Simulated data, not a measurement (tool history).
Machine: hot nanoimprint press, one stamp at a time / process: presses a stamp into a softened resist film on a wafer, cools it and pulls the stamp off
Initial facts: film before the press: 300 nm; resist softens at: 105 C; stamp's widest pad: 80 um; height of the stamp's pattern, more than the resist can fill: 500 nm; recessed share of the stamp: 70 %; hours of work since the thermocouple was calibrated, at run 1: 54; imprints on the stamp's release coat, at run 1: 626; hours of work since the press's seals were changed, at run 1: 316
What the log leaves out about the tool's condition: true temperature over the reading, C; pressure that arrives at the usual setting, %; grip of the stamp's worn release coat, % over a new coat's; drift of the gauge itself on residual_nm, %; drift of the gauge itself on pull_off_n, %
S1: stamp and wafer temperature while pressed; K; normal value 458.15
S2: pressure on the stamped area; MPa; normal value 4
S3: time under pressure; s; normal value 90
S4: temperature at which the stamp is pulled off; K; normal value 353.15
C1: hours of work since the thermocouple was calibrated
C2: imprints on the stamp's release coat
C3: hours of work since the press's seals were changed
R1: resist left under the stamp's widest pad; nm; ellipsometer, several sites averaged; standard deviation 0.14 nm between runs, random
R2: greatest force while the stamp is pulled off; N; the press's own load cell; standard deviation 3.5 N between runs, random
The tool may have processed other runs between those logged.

{"run": 1, "hour": 0.0, "S1": 458.15, "S2": 4, "S3": 90, "S4": 353.15, "C1": 54, "C2": 626, "C3": 316, "R1": 120.6, "R2": 257}
{"run": 2, "hour": 14.2, "S1": 458.15, "S2": 4, "S3": 90, "S4": 353.15, "C1": 64, "C2": 681, "C3": 326, "R1": 120.7, "R2": 252}
{"run": 3, "hour": 35.8, "S1": 458.15, "S2": 4, "S3": 90, "S4": 353.15, "C1": 79, "C2": 763, "C3": 342, "R1": 120.7, "R2": 266}
{"run": 4, "hour": 47.3, "S1": 458.15, "S2": 4, "S3": 90, "S4": 353.15, "C1": 88, "C2": 807, "C3": 350, "R1": 120.5, "R2": 272}
{"run": 5, "hour": 67.2, "S1": 469.15, "S2": 4, "S3": 90, "S4": 353.15, "C1": 102, "C2": 882, "C3": 364, "R1": 94.6, "R2": 272}
{"run": 6, "hour": 81.9, "S1": 469.15, "S2": 4, "S3": 90, "S4": 353.15, "C1": 112, "C2": 938, "C3": 374, "R1": 94.5, "R2": 274}
{"hour": 93.0, "done": "stamp cleaned and given a new release coat"}
{"run": 7, "hour": 102.2, "S1": 466.15, "S2": 4, "S3": 90, "S4": 353.15, "C1": 122, "C2": 35, "C3": 384, "R1": 100.6, "R2": 221}
{"run": 8, "hour": 119.4, "S1": 466.15, "S2": 4, "S3": 90, "S4": 353.15, "C1": 135, "C2": 100, "C3": 397, "R1": 100.7, "R2": 227}
{"run": 9, "hour": 129.6, "S1": 466.15, "S2": 4, "S3": 90, "S4": 353.15, "C1": 142, "C2": 139, "C3": 404, "R1": 100.8, "R2": 225}
{"run": 10, "hour": 145.7, "S1": 466.15, "S2": 4, "S3": 90, "S4": 353.15, "C1": 153, "C2": 201, "C3": 416, "R1": 100.6, "R2": 232}
{"run": 11, "hour": 159.8, "S1": 458.15, "S2": 4, "S3": 90, "S4": 353.15, "C1": 163, "C2": 254, "C3": 426, "R1": 120.3, "R2": 233}
{"run": 12, "hour": 171.4, "S1": 458.15, "S2": 4, "S3": 90, "S4": 353.15, "C1": 172, "C2": 298, "C3": 434, "R1": 120.5, "R2": 234}
{"run": 13, "hour": 191.0, "S1": 458.15, "S2": 4, "S3": 90, "S4": 353.15, "C1": 186, "C2": 373, "C3": 448, "R1": 120.4, "R2": 239}
{"run": 14, "hour": 211.7, "S1": 458.15, "S2": 4, "S3": 90, "S4": 353.15, "C1": 200, "C2": 452, "C3": 462, "R1": 120.2, "R2": 245}
{"run": 15, "hour": 230.6, "S1": 458.15, "S2": 4, "S3": 90, "S4": 353.15, "C1": 214, "C2": 524, "C3": 476, "R1": 120.5, "R2": 244}
{"run": 16, "hour": 245.9, "S1": 458.15, "S2": 2.8, "S3": 168, "S4": 338.15, "C1": 225, "C2": 582, "C3": 487, "R1": 116.7, "R2": 362}
{"run": 17, "hour": 263.2, "S1": 458.15, "S2": 2.8, "S3": 168, "S4": 338.15, "C1": 237, "C2": 648, "C3": 499, "R1": 116.8, "R2": 358}
{"run": 18, "hour": 284.0, "S1": 458.15, "S2": 2.8, "S3": 168, "S4": 338.15, "C1": 252, "C2": 727, "C3": 514, "R1": 116.7, "R2": 372}
{"run": 19, "hour": 305.6, "S1": 458.15, "S2": 2.8, "S3": 168, "S4": 338.15, "C1": 267, "C2": 809, "C3": 529, "R1": 116.9, "R2": 380}
{"run": 20, "hour": 316.5, "S1": 458.15, "S2": 5.13, "S3": 87, "S4": 349.15, "C1": 275, "C2": 851, "C3": 537, "R1": 106.3, "R2": 297}
{"run": 21, "hour": 340.2, "S1": 463.15, "S2": 2.47, "S3": 58, "S4": 359.15, "C1": 292, "C2": 941, "C3": 554, "R1": 160, "R2": 217}
{"hour": 349.9, "done": "stamp cleaned and given a new release coat"}
{"run": 22, "hour": 366.2, "S1": 465.15, "S2": 5, "S3": 51, "S4": 359.15, "C1": 306, "C2": 62, "C3": 568, "R1": 111.9, "R2": 177}
{"run": 23, "hour": 377.7, "S1": 465.15, "S2": 5, "S3": 51, "S4": 355.15, "C1": 314, "C2": 106, "C3": 576, "R1": 112, "R2": 210}
{"run": 24, "hour": 398.3, "S1": 465.15, "S2": 5, "S3": 51, "S4": 358.15, "C1": 329, "C2": 184, "C3": 591, "R1": 112, "R2": 187}
{"run": 25, "hour": 411.9, "S1": 459.15, "S2": 5, "S3": 51, "S4": 358.15, "C1": 339, "C2": 236, "C3": 601, "R1": 127.5, "R2": 192}
{"run": 26, "hour": 423.3, "S1": 451.15, "S2": 5, "S3": 51, "S4": 345.15, "C1": 347, "C2": 280, "C3": 609, "R1": 153, "R2": 292}
{"run": 27, "hour": 443.6, "S1": 458.15, "S2": 4, "S3": 90, "S4": 360.15, "C1": 361, "C2": 357, "C3": 623, "R1": 120.2, "R2": 187}
{"run": 28, "hour": 460.8, "S1": 461.15, "S2": 3.59, "S3": 62, "S4": 354.15, "C1": 373, "C2": 422, "C3": 636, "R1": 135.3, "R2": 240}
{"run": 29, "hour": 483.7, "S1": 458.15, "S2": 4.15, "S3": 172, "S4": 353.15, "C1": 390, "C2": 509, "C3": 652, "R1": 93.2, "R2": 242}
{"hour": 488.9, "done": "plate thermocouple calibrated"}
{"run": 30, "hour": 502.6, "S1": 458.15, "S2": 4, "S3": 103, "S4": 353.15, "C1": 10, "C2": 570, "C3": 663, "R1": 116.2, "R2": 252}

Alternative continuations, all from the tool just after run 30; predict every row:
{"run": "A", "hour": 521.3, "S1": 458.15, "S2": 4, "S3": 109, "S4": 340.15, "C1": 23, "C2": 641, "C3": 676, "R1": "?", "R2": "?"}
{"run": "B", "hour": 521.3, "S1": 458.15, "S2": 3.05, "S3": 174, "S4": 353.15, "C1": 23, "C2": 641, "C3": 676, "R1": "?", "R2": "?"}
{"run": "C", "hour": 521.3, "S1": 458.15, "S2": 2.67, "S3": 87, "S4": 355.15, "C1": 23, "C2": 641, "C3": 676, "R1": "?", "R2": "?"}
{"run": "D", "hour": 521.3, "S1": 458.15, "S2": 4, "S3": 90, "S4": 353.15, "C1": 23, "C2": 641, "C3": 676, "R1": "?", "R2": "?"}

run=A R1=114.1 R2=360
run=B R1=111.4 R2=253
run=C R1=151.8 R2=240
run=D R1=121.8 R2=254
Take away the tool's hidden state, keep each run's random variation, and the runs would have read:
run=A R1=111.8 R2=309
run=B R1=109.8 R2=217
run=C R1=150 R2=207
run=D R1=119.4 R2=218

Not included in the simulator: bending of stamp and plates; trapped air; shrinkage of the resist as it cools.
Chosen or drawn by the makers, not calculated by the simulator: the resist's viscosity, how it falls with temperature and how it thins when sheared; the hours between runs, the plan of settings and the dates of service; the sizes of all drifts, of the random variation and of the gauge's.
